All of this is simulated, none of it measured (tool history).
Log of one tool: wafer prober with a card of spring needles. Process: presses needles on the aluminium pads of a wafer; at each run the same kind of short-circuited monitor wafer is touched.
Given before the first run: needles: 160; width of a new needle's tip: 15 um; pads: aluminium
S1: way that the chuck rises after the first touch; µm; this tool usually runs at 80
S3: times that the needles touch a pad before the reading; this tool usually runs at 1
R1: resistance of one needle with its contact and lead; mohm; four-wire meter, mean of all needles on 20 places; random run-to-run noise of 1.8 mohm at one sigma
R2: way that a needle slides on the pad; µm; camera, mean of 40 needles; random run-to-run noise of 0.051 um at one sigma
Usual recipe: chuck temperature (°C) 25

{"run": 1, "hour": 0.0, "S1": 80, "chuck temperature (°C)": 25, "S3": 1, "R1": 408, "R2": 12.55}
{"hour": 2.6, "done": "tips cleaned on abrasive film"}
{"hour": 15.0, "done": "tips cleaned on abrasive film"}
{"hour": 27.3, "done": "tips cleaned on abrasive film"}
{"hour": 39.6, "done": "tips cleaned on abrasive film"}
{"run": 2, "hour": 45.0, "S1": 80, "chuck temperature (°C)": 120, "S3": 1, "R1": 354, "R2": 12.44}
{"hour": 50.1, "done": "tips cleaned on abrasive film"}
{"hour": 60.1, "done": "tips cleaned on abrasive film"}
{"hour": 70.1, "done": "tips cleaned on abrasive film"}
{"hour": 82.2, "done": "tips cleaned on abrasive film"}
{"hour": 92.2, "done": "tips cleaned on abrasive film"}
{"run": 3, "hour": 95.4, "S1": 80, "chuck temperature (°C)": 25, "S3": 2, "R1": 270, "R2": 12.45}
{"hour": 102.9, "done": "tips cleaned on abrasive film"}
{"hour": 112.9, "done": "tips cleaned on abrasive film"}
{"hour": 122.9, "done": "tips cleaned on abrasive film"}
{"hour": 135.2, "done": "tips cleaned on abrasive film"}
{"hour": 147.5, "done": "tips cleaned on abrasive film"}
{"run": 4, "hour": 147.5, "S1": 80, "chuck temperature (°C)": 25, "S3": 2, "R1": 199, "R2": 12.42}
{"hour": 157.5, "done": "tips cleaned on abrasive film"}
{"hour": 170.0, "done": "tips cleaned on abrasive film"}
{"hour": 172.8, "done": "height of the first contact set anew"}
{"hour": 180.3, "done": "tips cleaned on abrasive film"}
{"hour": 192.7, "done": "tips cleaned on abrasive film"}
{"run": 5, "hour": 201.2, "S1": 80, "chuck temperature (°C)": 25, "S3": 2, "R1": 331, "R2": 12.63}
{"hour": 203.8, "done": "tips cleaned on abrasive film"}
{"hour": 216.3, "done": "tips cleaned on abrasive film"}
{"hour": 226.3, "done": "tips cleaned on abrasive film"}
{"run": 6, "hour": 230.2, "S1": 80, "chuck temperature (°C)": 25, "S3": 3, "R1": 240, "R2": 12.63}
{"hour": 237.7, "done": "tips cleaned on abrasive film"}
{"hour": 247.7, "done": "tips cleaned on abrasive film"}
{"hour": 259.7, "done": "tips cleaned on abrasive film"}
{"run": 7, "hour": 267.5, "S1": 91, "chuck temperature (°C)": 25, "S3": 1, "R1": 371, "R2": 14.33}
{"hour": 270.1, "done": "tips cleaned on abrasive film"}
{"hour": 282.5, "done": "tips cleaned on abrasive film"}
{"run": 8, "hour": 291.1, "S1": 70, "chuck temperature (°C)": 25, "S3": 1, "R1": 505, "R2": 11.0}
{"hour": 293.7, "done": "tips cleaned on abrasive film"}
{"hour": 305.8, "done": "tips cleaned on abrasive film"}
{"hour": 318.2, "done": "tips cleaned on abrasive film"}
{"hour": 330.7, "done": "tips cleaned on abrasive film"}
{"hour": 341.0, "done": "tips cleaned on abrasive film"}
{"run": 9, "hour": 341.0, "S1": 70, "chuck temperature (°C)": 25, "S3": 1, "R1": 202, "R2": 10.86}
{"hour": 351.0, "done": "tips cleaned on abrasive film"}
{"hour": 363.3, "done": "tips cleaned on abrasive film"}
{"hour": 373.3, "done": "tips cleaned on abrasive film"}
{"hour": 385.7, "done": "tips cleaned on abrasive film"}
{"run": 10, "hour": 385.8, "S1": 80, "chuck temperature (°C)": 25, "S3": 1, "R1": 217, "R2": 12.43}
{"hour": 397.9, "done": "tips cleaned on abrasive film"}
{"hour": 410.3, "done": "tips cleaned on abrasive film"}
{"hour": 422.2, "done": "tips cleaned on abrasive film"}
{"run": 11, "hour": 429.5, "S1": 80, "chuck temperature (°C)": 25, "S3": 1, "R1": 424, "R2": 12.45}
{"hour": 434.6, "done": "tips cleaned on abrasive film"}
{"hour": 447.0, "done": "tips cleaned on abrasive film"}
{"hour": 459.5, "done": "tips cleaned on abrasive film"}
{"hour": 471.8, "done": "tips cleaned on abrasive film"}
{"hour": 472.1, "done": "height of the first contact set anew"}
{"run": 12, "hour": 478.8, "S1": 80, "chuck temperature (°C)": 25, "S3": 1, "R1": 405, "R2": 12.69}
{"hour": 483.9, "done": "tips cleaned on abrasive film"}
{"hour": 496.2, "done": "tips cleaned on abrasive film"}
{"hour": 508.6, "done": "tips cleaned on abrasive film"}
{"hour": 520.9, "done": "tips cleaned on abrasive film"}
{"run": 13, "hour": 528.5, "S1": 80, "chuck temperature (°C)": 25, "S3": 1, "R1": 439, "R2": 12.64}
{"hour": 531.1, "done": "tips cleaned on abrasive film"}
{"hour": 543.4, "done": "tips cleaned on abrasive film"}
{"hour": 553.4, "done": "tips cleaned on abrasive film"}
{"hour": 565.7, "done": "tips cleaned on abrasive film"}
{"run": 14, "hour": 570.2, "S1": 80, "chuck temperature (°C)": 25, "S3": 1, "R1": 384, "R2": 12.52}
{"hour": 577.7, "done": "tips cleaned on abrasive film"}
{"hour": 587.7, "done": "tips cleaned on abrasive film"}
{"hour": 599.8, "done": "tips cleaned on abrasive film"}
{"hour": 610.0, "done": "tips cleaned on abrasive film"}
{"run": 15, "hour": 610.0, "S1": 80, "chuck temperature (°C)": 25, "S3": 1, "R1": 209, "R2": 12.45}
{"hour": 622.5, "done": "tips cleaned on abrasive film"}
{"hour": 634.9, "done": "tips cleaned on abrasive film"}
{"hour": 644.9, "done": "tips cleaned on abrasive film"}
{"hour": 654.9, "done": "tips cleaned on abrasive film"}
{"run": 16, "hour": 658.6, "S1": 80, "chuck temperature (°C)": 25, "S3": 1, "R1": 346, "R2": 12.5}
{"hour": 666.1, "done": "tips cleaned on abrasive film"}
{"hour": 678.4, "done": "tips cleaned on abrasive film"}
{"hour": 688.4, "done": "tips cleaned on abrasive film"}
{"hour": 698.8, "done": "tips cleaned on abrasive film"}
{"run": 17, "hour": 698.8, "S1": 80, "chuck temperature (°C)": 57, "S3": 1, "R1": 212, "R2": 12.38}
{"hour": 711.3, "done": "tips cleaned on abrasive film"}
{"hour": 721.3, "done": "tips cleaned on abrasive film"}
{"hour": 733.7, "done": "tips cleaned on abrasive film"}
{"run": 18, "hour": 741.8, "S1": 79, "chuck temperature (°C)": 51, "S3": 2, "R1": 346, "R2": 12.28}
{"hour": 744.3, "done": "tips cleaned on abrasive film"}
{"hour": 756.8, "done": "tips cleaned on abrasive film"}
{"hour": 766.8, "done": "tips cleaned on abrasive film"}
{"hour": 771.8, "done": "height of the first contact set anew"}
{"hour": 779.3, "done": "tips cleaned on abrasive film"}
{"run": 19, "hour": 782.2, "S1": 69, "chuck temperature (°C)": 25, "S3": 2, "R1": 297, "R2": 11.01}
{"hour": 789.6, "done": "tips cleaned on abrasive film"}
{"hour": 801.9, "done": "tips cleaned on abrasive film"}
{"hour": 811.9, "done": "tips cleaned on abrasive film"}
{"hour": 821.9, "done": "tips cleaned on abrasive film"}
{"run": 20, "hour": 826.0, "S1": 87, "chuck temperature (°C)": 80, "S3": 1, "R1": 349, "R2": 13.71}
{"hour": 833.5, "done": "tips cleaned on abrasive film"}
{"hour": 845.8, "done": "tips cleaned on abrasive film"}
{"hour": 858.1, "done": "tips cleaned on abrasive film"}
{"run": 21, "hour": 859.9, "S1": 87, "chuck temperature (°C)": 80, "S3": 1, "R1": 281, "R2": 13.61}
{"hour": 869.6, "done": "tips cleaned on abrasive film"}
{"hour": 881.8, "done": "tips cleaned on abrasive film"}
{"hour": 891.8, "done": "tips cleaned on abrasive film"}
{"run": 22, "hour": 891.9, "S1": 78, "chuck temperature (°C)": 27, "S3": 1, "R1": 226, "R2": 12.27}
{"hour": 901.9, "done": "tips cleaned on abrasive film"}
{"hour": 911.9, "done": "tips cleaned on abrasive film"}
{"hour": 924.1, "done": "tips cleaned on abrasive film"}
{"run": 23, "hour": 925.9, "S1": 98, "chuck temperature (°C)": 91, "S3": 3, "R1": 225, "R2": 15.31}
{"hour": 935.9, "done": "tips cleaned on abrasive film"}
{"hour": 948.4, "done": "tips cleaned on abrasive film"}
{"run": 24, "hour": 949.4, "S1": 77, "chuck temperature (°C)": 25, "S3": 1, "R1": 258, "R2": 12.04}
{"hour": 959.1, "done": "tips cleaned on abrasive film"}
{"hour": 971.5, "done": "tips cleaned on abrasive film"}
{"hour": 982.7, "done": "tips cleaned on abrasive film"}
{"run": 25, "hour": 982.7, "S1": 80, "chuck temperature (°C)": 105, "S3": 2, "R1": 209, "R2": 12.44}
{"hour": 995.1, "done": "tips cleaned on abrasive film"}
{"hour": 1007.3, "done": "tips cleaned on abrasive film"}
{"run": 26, "hour": 1011.7, "S1": 91, "chuck temperature (°C)": 70, "S3": 1, "R1": 322, "R2": 14.18}
{"hour": 1019.3, "done": "tips cleaned on abrasive film"}
{"hour": 1031.3, "done": "tips cleaned on abrasive film"}
{"run": 27, "hour": 1037.6, "S1": 81, "chuck temperature (°C)": 103, "S3": 1, "R1": 405, "R2": 12.61}

Measured minus without-hidden-state, run by run (identical run-to-run variation in each term; gauge scatter may differ):
Unlogged tool condition in this case: debris on the tips, nm; way that the needles fall short of the set height, um; tips' diameter, um; drift of the gauge itself on contact_mohm, %; drift of the gauge itself on scrub_um, %.
run=1 R1=+229 R2=-0.15
run=2 R1=+149 R2=-0.19
run=3 R1=+91 R2=-0.26
run=4 R1=+20 R2=-0.32
run=5 R1=+150 R2=-0.02
run=6 R1=+60 R2=-0.06
run=7 R1=+193 R2=-0.10
run=8 R1=+326 R2=-0.14
run=9 R1=+20 R2=-0.20
run=10 R1=+37 R2=-0.26
run=11 R1=+243 R2=-0.29
run=12 R1=+226 R2=+0.00
run=13 R1=+259 R2=-0.05
run=14 R1=+205 R2=-0.10
run=15 R1=+28 R2=-0.15
run=16 R1=+166 R2=-0.21
run=17 R1=+24 R2=-0.26
run=18 R1=+162 R2=-0.31
run=19 R1=+118 R2=-0.01
run=20 R1=+157 R2=-0.07
run=21 R1=+90 R2=-0.11
run=22 R1=+43 R2=-0.14
run=23 R1=+33 R2=-0.17
run=24 R1=+77 R2=-0.20
run=25 R1=+16 R2=-0.25
run=26 R1=+138 R2=-0.27
run=27 R1=+207 R2=-0.29

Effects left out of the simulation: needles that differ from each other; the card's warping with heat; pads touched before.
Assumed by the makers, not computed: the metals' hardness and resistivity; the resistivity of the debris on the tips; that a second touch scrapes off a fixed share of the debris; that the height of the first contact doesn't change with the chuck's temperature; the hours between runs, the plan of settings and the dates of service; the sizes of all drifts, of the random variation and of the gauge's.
